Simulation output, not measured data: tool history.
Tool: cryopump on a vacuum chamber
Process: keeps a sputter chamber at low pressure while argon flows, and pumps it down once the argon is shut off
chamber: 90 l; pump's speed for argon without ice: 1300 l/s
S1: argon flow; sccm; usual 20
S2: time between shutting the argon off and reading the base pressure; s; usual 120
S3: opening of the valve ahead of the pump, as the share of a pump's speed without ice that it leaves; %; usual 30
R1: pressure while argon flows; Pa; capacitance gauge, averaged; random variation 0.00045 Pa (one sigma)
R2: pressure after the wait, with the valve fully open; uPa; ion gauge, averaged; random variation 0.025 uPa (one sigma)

run 1 hour=0 | S1=20 S2=120 S3=30 | R1=0.0896 R2=1.85
run 2 hour=47.2 | S1=20 S2=120 S3=30 | R1=0.0894 R2=1.89
run 3 hour=82.6 | S1=12 S2=120 S3=30 | R1=0.0538 R2=1.89
run 4 hour=116.9 | S1=20 S2=67 S3=30 | R1=0.0895 R2=2.67
run 5 hour=154.2 | S1=20 S2=67 S3=30 | R1=0.09 R2=2.63
run 6 hour=193 | S1=20 S2=33 S3=30 | R1=0.0895 R2=4.17
run 7 hour=227.4 | S1=20 S2=231 S3=17 | R1=0.1563 R2=1.68
run 8 hour=257.6 | S1=20 S2=231 S3=17 | R1=0.1559 R2=1.75
run 9 hour=302.6 | S1=20 S2=231 S3=17 | R1=0.1575 R2=1.8
run 10 hour=347 | S1=20 S2=20 S3=27 | R1=0.1008 R2=6.08
run 11 hour=392.3 | S1=20 S2=96 S3=44 | R1=0.0635 R2=2.43

4 ways to go on from here, each from the tool as it stands after run 11. What would each give?
run A hour=416.4 | S1=20 S2=39 S3=44 | R1=? R2=?
run B hour=416.4 | S1=19 S2=96 S3=38 | R1=? R2=?
run C hour=416.4 | S1=20 S2=22 S3=44 | R1=? R2=?
run D hour=416.4 | S1=20 S2=97 S3=44 | R1=? R2=?

run=A R1=0.0647 R2=3.91
run=B R1=0.0693 R2=2.43
run=C R1=0.0639 R2=5.93
run=D R1=0.0637 R2=2.53
Without the tool's hidden state the same runs would have given:
run=A R1=0.0599 R2=2.73
run=B R1=0.0647 R2=1.23
run=C R1=0.0591 R2=4.73
run=D R1=0.0589 R2=1.3

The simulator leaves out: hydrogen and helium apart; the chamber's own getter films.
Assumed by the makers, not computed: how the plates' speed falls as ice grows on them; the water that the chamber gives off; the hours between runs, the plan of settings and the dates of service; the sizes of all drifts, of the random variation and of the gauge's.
